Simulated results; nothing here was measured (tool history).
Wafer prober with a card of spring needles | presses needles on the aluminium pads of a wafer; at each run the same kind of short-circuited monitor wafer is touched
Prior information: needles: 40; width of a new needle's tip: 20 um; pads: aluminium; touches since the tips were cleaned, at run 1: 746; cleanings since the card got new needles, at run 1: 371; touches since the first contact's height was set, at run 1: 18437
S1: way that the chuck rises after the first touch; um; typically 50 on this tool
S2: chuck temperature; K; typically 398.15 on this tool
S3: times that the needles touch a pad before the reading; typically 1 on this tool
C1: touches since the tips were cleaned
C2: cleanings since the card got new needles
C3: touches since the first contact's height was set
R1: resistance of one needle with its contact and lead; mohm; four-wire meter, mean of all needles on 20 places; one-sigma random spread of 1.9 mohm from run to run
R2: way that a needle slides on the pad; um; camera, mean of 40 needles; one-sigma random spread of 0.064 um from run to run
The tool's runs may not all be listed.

run,hour,S1,S2,S3,C1,C2,C3,R1,R2
1,0,50,398.15,1,746,371,18437,301,6.19
# hour 2.6: tips cleaned on abrasive film
# hour 6.1: tips cleaned on abrasive film
# hour 9.6: tips cleaned on abrasive film
# hour 13.9: tips cleaned on abrasive film
# hour 17.3: tips cleaned on abrasive film
# hour 21.6: tips cleaned on abrasive film
# hour 26: tips cleaned on abrasive film
# hour 29.4: tips cleaned on abrasive film
# hour 32.9: tips cleaned on abrasive film
# hour 37.2: tips cleaned on abrasive film
# hour 40.7: tips cleaned on abrasive film
2,41.5,50,398.15,1,422,382,40179,276,6.08
# hour 44.9: tips cleaned on abrasive film
# hour 49.2: tips cleaned on abrasive film
# hour 53.5: tips cleaned on abrasive film
# hour 57: tips cleaned on abrasive film
# hour 61.3: tips cleaned on abrasive film
# hour 65.6: tips cleaned on abrasive film
# hour 69.9: tips cleaned on abrasive film
# hour 74.2: tips cleaned on abrasive film
3,76.4,50,398.15,1,1159,390,58575,324,5.89
# hour 78.2: tips cleaned on abrasive film
# hour 82.5: tips cleaned on abrasive film
# hour 86.8: tips cleaned on abrasive film
# hour 91.1: tips cleaned on abrasive film
# hour 95.4: tips cleaned on abrasive film
# hour 98.9: tips cleaned on abrasive film
4,100.9,50,398.15,1,1102,396,71472,322,6.02
# hour 102.7: tips cleaned on abrasive film
# hour 106.2: tips cleaned on abrasive film
# hour 110.5: tips cleaned on abrasive film
# hour 114: tips cleaned on abrasive film
# hour 118.3: tips cleaned on abrasive film
# hour 121.7: tips cleaned on abrasive film
# hour 126: tips cleaned on abrasive film
# hour 129.5: tips cleaned on abrasive film
# hour 133.8: tips cleaned on abrasive film
# hour 137.3: tips cleaned on abrasive film
# hour 141.6: tips cleaned on abrasive film
5,143.9,50,311.15,1,1220,407,94013,347,5.86
# hour 145.6: tips cleaned on abrasive film
# hour 157.6: card fitted with new needles
# hour 161.1: tips cleaned on abrasive film
# hour 165.4: tips cleaned on abrasive film
# hour 169.7: tips cleaned on abrasive film
# hour 173.2: tips cleaned on abrasive film
# hour 176.7: tips cleaned on abrasive film
# hour 181: tips cleaned on abrasive film
# hour 185.3: tips cleaned on abrasive film
# hour 189: tips cleaned on abrasive film
6,189,50,311.15,1,0,8,16483,191,6.41
# hour 192.5: tips cleaned on abrasive film
# hour 196.8: tips cleaned on abrasive film
# hour 201.1: tips cleaned on abrasive film
# hour 204.6: tips cleaned on abrasive film
# hour 208.1: tips cleaned on abrasive film
# hour 212.4: tips cleaned on abrasive film
7,212.9,50,311.15,1,272,14,29003,204,6.25
# hour 216.3: tips cleaned on abrasive film
# hour 220.7: tips cleaned on abrasive film
# hour 225: tips cleaned on abrasive film
# hour 228.4: tips cleaned on abrasive film
# hour 231.9: tips cleaned on abrasive film
8,233.5,32,398.15,1,872,19,39855,302,3.93
# hour 236.1: tips cleaned on abrasive film
# hour 240.5: tips cleaned on abrasive film
# hour 243.9: tips cleaned on abrasive film
# hour 248.2: tips cleaned on abrasive film
# hour 251.7: tips cleaned on abrasive film
# hour 256: tips cleaned on abrasive film
# hour 260.3: tips cleaned on abrasive film
9,261.5,32,398.15,1,627,26,54545,304,3.75
# hour 264.1: tips cleaned on abrasive film
# hour 268.4: tips cleaned on abrasive film
# hour 272.7: tips cleaned on abrasive film
# hour 277: tips cleaned on abrasive film
10,279.5,32,398.15,1,1328,30,64037,353,3.71
# hour 281.3: tips cleaned on abrasive film
# hour 285.6: tips cleaned on abrasive film
# hour 289.9: tips cleaned on abrasive film
# hour 293.4: tips cleaned on abrasive film
# hour 296.8: tips cleaned on abrasive film
# hour 301.1: tips cleaned on abrasive film
# hour 304.6: tips cleaned on abrasive film
11,305.7,32,398.15,1,562,37,77755,302,3.67
# hour 308.3: tips cleaned on abrasive film
# hour 311.7: tips cleaned on abrasive film
# hour 316.1: tips cleaned on abrasive film
# hour 320.4: tips cleaned on abrasive film
# hour 324.7: tips cleaned on abrasive film
# hour 329: tips cleaned on abrasive film
# hour 332.5: tips cleaned on abrasive film
12,334,32,398.15,1,847,44,92662,323,3.41
# hour 336.6: tips cleaned on abrasive film
# hour 340.1: tips cleaned on abrasive film
# hour 343.6: tips cleaned on abrasive film
# hour 347.9: tips cleaned on abrasive film
# hour 352.2: tips cleaned on abrasive film
# hour 356.5: tips cleaned on abrasive film
# hour 360.8: tips cleaned on abrasive film
# hour 365.1: tips cleaned on abrasive film
# hour 369.4: tips cleaned on abrasive film
# hour 373.8: tips cleaned on abrasive film
13,375.5,32,398.15,1,951,54,114480,366,3.48
# hour 377.3: tips cleaned on abrasive film
# hour 381.6: tips cleaned on abrasive film
# hour 385.9: tips cleaned on abrasive film
# hour 390.2: tips cleaned on abrasive film
# hour 393.7: tips cleaned on abrasive film
14,394.1,50,320.15,2,243,59,124245,206,5.66
# hour 397.6: tips cleaned on abrasive film
# hour 400.4: height of the first contact set anew
# hour 402.2: tips cleaned on abrasive film
# hour 405.7: tips cleaned on abrasive film
# hour 409.2: tips cleaned on abrasive film
# hour 413.5: tips cleaned on abrasive film
# hour 416.9: tips cleaned on abrasive film
# hour 420.4: tips cleaned on abrasive film
15,422.3,52,398.15,1,1004,66,11438,250,6.61
# hour 424: tips cleaned on abrasive film
# hour 428.4: tips cleaned on abrasive film
# hour 432.7: tips cleaned on abrasive film
# hour 436.1: tips cleaned on abrasive film
# hour 439.6: tips cleaned on abrasive film
# hour 443.9: tips cleaned on abrasive film
# hour 448.2: tips cleaned on abrasive film
# hour 452.5: tips cleaned on abrasive film
# hour 456.8: tips cleaned on abrasive film
16,460,50,304.15,1,1700,75,31282,267,6.18
# hour 460.9: tips cleaned on abrasive film
# hour 465.2: tips cleaned on abrasive film
# hour 468.7: tips cleaned on abrasive film
# hour 473: tips cleaned on abrasive film
# hour 477.3: tips cleaned on abrasive film
# hour 481.6: tips cleaned on abrasive film
17,484.6,51,299.15,1,1600,81,44223,265,6.37
# hour 485.6: tips cleaned on abrasive film
# hour 489.9: tips cleaned on abrasive film
# hour 494.2: tips cleaned on abrasive film
# hour 497.6: tips cleaned on abrasive film
# hour 501.9: tips cleaned on abrasive film
18,503.4,51,299.15,1,800,86,54097,236,6.26
# hour 506.1: tips cleaned on abrasive film
# hour 509.5: tips cleaned on abrasive film
# hour 513.8: tips cleaned on abrasive film
# hour 517.3: tips cleaned on abrasive film
# hour 521.6: tips cleaned on abrasive film
# hour 525.9: tips cleaned on abrasive film
# hour 530.2: tips cleaned on abrasive film
# hour 534.5: tips cleaned on abrasive film
19,535.8,56,390.15,1,657,94,71085,236,6.74
# hour 538.4: tips cleaned on abrasive film
# hour 542.7: tips cleaned on abrasive film
# hour 547: tips cleaned on abrasive film
# hour 551.3: tips cleaned on abrasive film
# hour 554.8: tips cleaned on abrasive film
# hour 559.1: tips cleaned on abrasive film
# hour 562.6: tips cleaned on abrasive film
# hour 566.1: tips cleaned on abrasive film
20,566.1,46,398.15,2,0,102,86996,223,5.27
# hour 570.4: tips cleaned on abrasive film
# hour 573.9: tips cleaned on abrasive film
# hour 577.3: tips cleaned on abrasive film
# hour 581.6: tips cleaned on abrasive film
# hour 586: tips cleaned on abrasive film
# hour 590.3: tips cleaned on abrasive film
# hour 594.6: tips cleaned on abrasive film
# hour 598: tips cleaned on abrasive film
# hour 602.4: tips cleaned on abrasive film
21,602.6,46,398.15,2,156,111,106204,235,5.16

The same runs without the tool's hidden state, with the same run-to-run variation:
Hidden conditions of the tool in this case: debris on the tips, nm; way that the needles fall short of the set height, um; tips' diameter, um; drift of the gauge itself on contact_mohm, %; drift of the gauge itself on scrub_um, %.
run,R1,R2
1,208,6.33
2,209,6.35
3,206,6.26
4,209,6.48
5,188,6.46
6,185,6.51
7,188,6.43
8,223,4.17
9,223,4.08
10,225,4.1
11,221,4.15
12,220,3.98
13,226,4.18
14,190,6.43
15,206,6.68
16,187,6.36
17,187,6.64
18,186,6.59
19,203,7.18
20,210,5.81
21,214,5.81
